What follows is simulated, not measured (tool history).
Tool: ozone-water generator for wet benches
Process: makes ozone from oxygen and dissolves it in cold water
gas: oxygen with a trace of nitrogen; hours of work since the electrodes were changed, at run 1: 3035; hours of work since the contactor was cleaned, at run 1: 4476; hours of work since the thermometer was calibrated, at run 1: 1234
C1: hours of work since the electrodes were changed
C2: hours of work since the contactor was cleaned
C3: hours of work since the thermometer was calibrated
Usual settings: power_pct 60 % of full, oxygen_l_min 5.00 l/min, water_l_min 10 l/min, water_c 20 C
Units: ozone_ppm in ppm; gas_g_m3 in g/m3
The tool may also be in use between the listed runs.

{"run": 1, "hour": 0.0, "power_pct": 60, "oxygen_l_min": 5.0, "water_l_min": 10, "water_c": 20, "C1": 3035, "C2": 4476, "C3": 1234, "ozone_ppm": 22.0, "gas_g_m3": 194.0}
{"run": 2, "hour": 91.5, "power_pct": 60, "oxygen_l_min": 5.0, "water_l_min": 10, "water_c": 20, "C1": 3108, "C2": 4549, "C3": 1306, "ozone_ppm": 22.4, "gas_g_m3": 194.6}
{"run": 3, "hour": 184.2, "power_pct": 60, "oxygen_l_min": 5.0, "water_l_min": 10, "water_c": 20, "C1": 3182, "C2": 4623, "C3": 1380, "ozone_ppm": 21.9, "gas_g_m3": 193.0}
{"run": 4, "hour": 274.1, "power_pct": 60, "oxygen_l_min": 5.0, "water_l_min": 10, "water_c": 20, "C1": 3253, "C2": 4694, "C3": 1451, "ozone_ppm": 21.9, "gas_g_m3": 192.7}
{"run": 5, "hour": 352.6, "power_pct": 60, "oxygen_l_min": 5.0, "water_l_min": 10, "water_c": 20, "C1": 3315, "C2": 4756, "C3": 1514, "ozone_ppm": 21.8, "gas_g_m3": 190.3}
{"run": 6, "hour": 433.8, "power_pct": 60, "oxygen_l_min": 5.0, "water_l_min": 7, "water_c": 20, "C1": 3380, "C2": 4821, "C3": 1578, "ozone_ppm": 28.1, "gas_g_m3": 191.8}
{"run": 7, "hour": 602.3, "power_pct": 60, "oxygen_l_min": 5.0, "water_l_min": 10, "water_c": 20, "C1": 3514, "C2": 4954, "C3": 1712, "ozone_ppm": 21.4, "gas_g_m3": 190.7}
{"run": 8, "hour": 679.3, "power_pct": 60, "oxygen_l_min": 5.0, "water_l_min": 10, "water_c": 20, "C1": 3575, "C2": 5016, "C3": 1773, "ozone_ppm": 21.2, "gas_g_m3": 191.5}
{"run": 9, "hour": 816.7, "power_pct": 60, "oxygen_l_min": 5.0, "water_l_min": 10, "water_c": 20, "C1": 3684, "C2": 5125, "C3": 1882, "ozone_ppm": 21.2, "gas_g_m3": 188.9}
{"run": 10, "hour": 916.3, "power_pct": 60, "oxygen_l_min": 5.0, "water_l_min": 10, "water_c": 20, "C1": 3763, "C2": 5204, "C3": 1961, "ozone_ppm": 21.2, "gas_g_m3": 187.2}
{"hour": 983.7, "done": "contactor cleaned"}
{"run": 11, "hour": 1015.6, "power_pct": 63, "oxygen_l_min": 5.0, "water_l_min": 10, "water_c": 20, "C1": 3839, "C2": 25, "C3": 2037, "ozone_ppm": 23.0, "gas_g_m3": 195.5}
{"run": 12, "hour": 1180.5, "power_pct": 63, "oxygen_l_min": 5.0, "water_l_min": 10, "water_c": 20, "C1": 3970, "C2": 156, "C3": 2168, "ozone_ppm": 23.1, "gas_g_m3": 194.7}
{"run": 13, "hour": 1339.7, "power_pct": 60, "oxygen_l_min": 5.0, "water_l_min": 10, "water_c": 20, "C1": 4096, "C2": 283, "C3": 2294, "ozone_ppm": 22.2, "gas_g_m3": 186.2}
{"run": 14, "hour": 1447.7, "power_pct": 60, "oxygen_l_min": 5.0, "water_l_min": 10, "water_c": 13, "C1": 4182, "C2": 368, "C3": 2380, "ozone_ppm": 25.2, "gas_g_m3": 184.5}
{"run": 15, "hour": 1615.2, "power_pct": 65, "oxygen_l_min": 3.68, "water_l_min": 9, "water_c": 17, "C1": 4315, "C2": 501, "C3": 2513, "ozone_ppm": 26.5, "gas_g_m3": 213.3}
{"run": 16, "hour": 1758.6, "power_pct": 65, "oxygen_l_min": 3.68, "water_l_min": 9, "water_c": 17, "C1": 4429, "C2": 615, "C3": 2627, "ozone_ppm": 25.6, "gas_g_m3": 211.6}
{"run": 17, "hour": 1888.2, "power_pct": 65, "oxygen_l_min": 3.68, "water_l_min": 9, "water_c": 17, "C1": 4532, "C2": 718, "C3": 2730, "ozone_ppm": 25.9, "gas_g_m3": 211.2}
{"run": 18, "hour": 1995.7, "power_pct": 65, "oxygen_l_min": 5.09, "water_l_min": 9, "water_c": 16, "C1": 4617, "C2": 804, "C3": 2815, "ozone_ppm": 27.0, "gas_g_m3": 192.7}
{"run": 19, "hour": 2159.2, "power_pct": 65, "oxygen_l_min": 5.09, "water_l_min": 9, "water_c": 16, "C1": 4747, "C2": 933, "C3": 2945, "ozone_ppm": 26.8, "gas_g_m3": 192.3}
{"run": 20, "hour": 2328.5, "power_pct": 65, "oxygen_l_min": 8.87, "water_l_min": 9, "water_c": 16, "C1": 4881, "C2": 1068, "C3": 3079, "ozone_ppm": 26.4, "gas_g_m3": 159.6}
{"run": 21, "hour": 2429.4, "power_pct": 62, "oxygen_l_min": 5.0, "water_l_min": 7, "water_c": 12, "C1": 4961, "C2": 1148, "C3": 3159, "ozone_ppm": 33.4, "gas_g_m3": 182.8}
{"run": 22, "hour": 2532.8, "power_pct": 60, "oxygen_l_min": 2.87, "water_l_min": 10, "water_c": 20, "C1": 5043, "C2": 1230, "C3": 3241, "ozone_ppm": 19.7, "gas_g_m3": 210.9}
{"run": 23, "hour": 2686.8, "power_pct": 73, "oxygen_l_min": 3.53, "water_l_min": 10, "water_c": 20, "C1": 5166, "C2": 1352, "C3": 3364, "ozone_ppm": 22.8, "gas_g_m3": 226.6}
{"run": 24, "hour": 2843.0, "power_pct": 63, "oxygen_l_min": 5.0, "water_l_min": 7, "water_c": 20, "C1": 5290, "C2": 1476, "C3": 3488, "ozone_ppm": 27.7, "gas_g_m3": 183.5}
{"run": 25, "hour": 2956.6, "power_pct": 47, "oxygen_l_min": 3.15, "water_l_min": 10, "water_c": 20, "C1": 5380, "C2": 1567, "C3": 3578, "ozone_ppm": 16.2, "gas_g_m3": 168.3}
{"run": 26, "hour": 3082.9, "power_pct": 62, "oxygen_l_min": 7.05, "water_l_min": 13, "water_c": 16, "C1": 5480, "C2": 1667, "C3": 3678, "ozone_ppm": 18.7, "gas_g_m3": 162.5}

3 ways to go on from here, each from the tool as it stands after run 26. What would each give?
{"run": "A", "hour": 3246.5, "power_pct": 60, "oxygen_l_min": 4.17, "water_l_min": 7, "water_c": 22, "C1": 5610, "C2": 1797, "C3": 3808, "ozone_ppm": "?", "gas_g_m3": "?"}
{"run": "B", "hour": 3246.5, "power_pct": 60, "oxygen_l_min": 5.0, "water_l_min": 8, "water_c": 20, "C1": 5610, "C2": 1797, "C3": 3808, "ozone_ppm": "?", "gas_g_m3": "?"}
{"run": "C", "hour": 3246.5, "power_pct": 60, "oxygen_l_min": 8.96, "water_l_min": 10, "water_c": 23, "C1": 5610, "C2": 1797, "C3": 3808, "ozone_ppm": "?", "gas_g_m3": "?"}

run=A ozone_ppm=25.2 gas_g_m3=183.3
run=B ozone_ppm=24.1 gas_g_m3=174.5
run=C ozone_ppm=18.9 gas_g_m3=145.3
Without the tool's hidden state the same runs would have given:
run=A ozone_ppm=32.8 gas_g_m3=231.3
run=B ozone_ppm=31.4 gas_g_m3=220.3
run=C ozone_ppm=24.7 gas_g_m3=183.2

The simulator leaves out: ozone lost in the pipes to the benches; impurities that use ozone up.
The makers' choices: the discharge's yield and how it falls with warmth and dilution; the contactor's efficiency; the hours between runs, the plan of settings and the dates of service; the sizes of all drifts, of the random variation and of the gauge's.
